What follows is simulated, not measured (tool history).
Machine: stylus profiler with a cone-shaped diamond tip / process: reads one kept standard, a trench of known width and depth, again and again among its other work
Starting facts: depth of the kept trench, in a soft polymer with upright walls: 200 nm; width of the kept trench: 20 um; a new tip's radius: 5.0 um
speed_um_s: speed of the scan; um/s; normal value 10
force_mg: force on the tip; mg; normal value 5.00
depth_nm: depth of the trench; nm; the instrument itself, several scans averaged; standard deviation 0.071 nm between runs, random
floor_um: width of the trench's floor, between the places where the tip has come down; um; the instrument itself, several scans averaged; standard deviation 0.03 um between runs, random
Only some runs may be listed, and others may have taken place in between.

{"run": 1, "day": 0.0, "speed_um_s": 10, "force_mg": 5.0, "depth_nm": 203.02, "floor_um": 16.22}
{"run": 2, "day": 1.608, "speed_um_s": 10, "force_mg": 7.01, "depth_nm": 203.88, "floor_um": 16.21}
{"run": 3, "day": 3.35, "speed_um_s": 10, "force_mg": 5.0, "depth_nm": 203.02, "floor_um": 16.21}
{"run": 4, "day": 4.488, "speed_um_s": 10, "force_mg": 5.0, "depth_nm": 202.9, "floor_um": 16.17}
{"run": 5, "day": 6.354, "speed_um_s": 5, "force_mg": 5.0, "depth_nm": 202.98, "floor_um": 16.18}
{"run": 6, "day": 8.092, "speed_um_s": 5, "force_mg": 5.0, "depth_nm": 202.87, "floor_um": 16.06}
{"run": 7, "day": 9.404, "speed_um_s": 15, "force_mg": 5.0, "depth_nm": 202.93, "floor_um": 16.02}
{"run": 8, "day": 10.696, "speed_um_s": 10, "force_mg": 5.0, "depth_nm": 202.96, "floor_um": 16.0}
{"run": 9, "day": 11.588, "speed_um_s": 10, "force_mg": 5.0, "depth_nm": 202.91, "floor_um": 16.02}
{"run": 10, "day": 13.246, "speed_um_s": 10, "force_mg": 5.0, "depth_nm": 202.84, "floor_um": 15.88}
{"day": 13.388, "done": "height scale calibrated on a step standard"}
{"run": 11, "day": 14.904, "speed_um_s": 10, "force_mg": 5.0, "depth_nm": 202.54, "floor_um": 15.89}
{"run": 12, "day": 16.904, "speed_um_s": 6, "force_mg": 7.47, "depth_nm": 203.68, "floor_um": 15.91}
{"run": 13, "day": 18.338, "speed_um_s": 12, "force_mg": 1.99, "depth_nm": 201.07, "floor_um": 15.88}
{"run": 14, "day": 20.221, "speed_um_s": 12, "force_mg": 1.99, "depth_nm": 200.83, "floor_um": 15.82}
{"day": 22.171, "done": "height scale calibrated on a step standard, once more"}
{"run": 15, "day": 22.175, "speed_um_s": 8, "force_mg": 5.64, "depth_nm": 203.73, "floor_um": 15.79}
{"run": 16, "day": 23.858, "speed_um_s": 8, "force_mg": 5.64, "depth_nm": 203.9, "floor_um": 15.78}
{"run": 17, "day": 25.542, "speed_um_s": 18, "force_mg": 14.16, "depth_nm": 206.95, "floor_um": 15.73}
{"run": 18, "day": 27.104, "speed_um_s": 8, "force_mg": 5.86, "depth_nm": 203.97, "floor_um": 15.72}
{"run": 19, "day": 28.767, "speed_um_s": 7, "force_mg": 14.47, "depth_nm": 207.15, "floor_um": 15.76}
{"run": 20, "day": 30.5, "speed_um_s": 7, "force_mg": 3.26, "depth_nm": 202.59, "floor_um": 15.66}
{"run": 21, "day": 31.792, "speed_um_s": 5, "force_mg": 4.52, "depth_nm": 203.24, "floor_um": 15.66}

3 options for the next run, each taken on its own from the tool as it stands now. Forecast them:
{"run": "A", "day": 32.7, "speed_um_s": 20, "force_mg": 2.59, "depth_nm": "?", "floor_um": "?"}
{"run": "B", "day": 32.7, "speed_um_s": 4, "force_mg": 5.4, "depth_nm": "?", "floor_um": "?"}
{"run": "C", "day": 32.7, "speed_um_s": 4, "force_mg": 6.95, "depth_nm": "?", "floor_um": "?"}

run=A depth_nm=202.28 floor_um=15.55
run=B depth_nm=203.64 floor_um=15.59
run=C depth_nm=204.33 floor_um=15.67
Without the tool's hidden state the same runs would have given:
run=A depth_nm=202.31 floor_um=17.10
run=B depth_nm=203.67 floor_um=17.15
run=C depth_nm=204.36 floor_um=17.23

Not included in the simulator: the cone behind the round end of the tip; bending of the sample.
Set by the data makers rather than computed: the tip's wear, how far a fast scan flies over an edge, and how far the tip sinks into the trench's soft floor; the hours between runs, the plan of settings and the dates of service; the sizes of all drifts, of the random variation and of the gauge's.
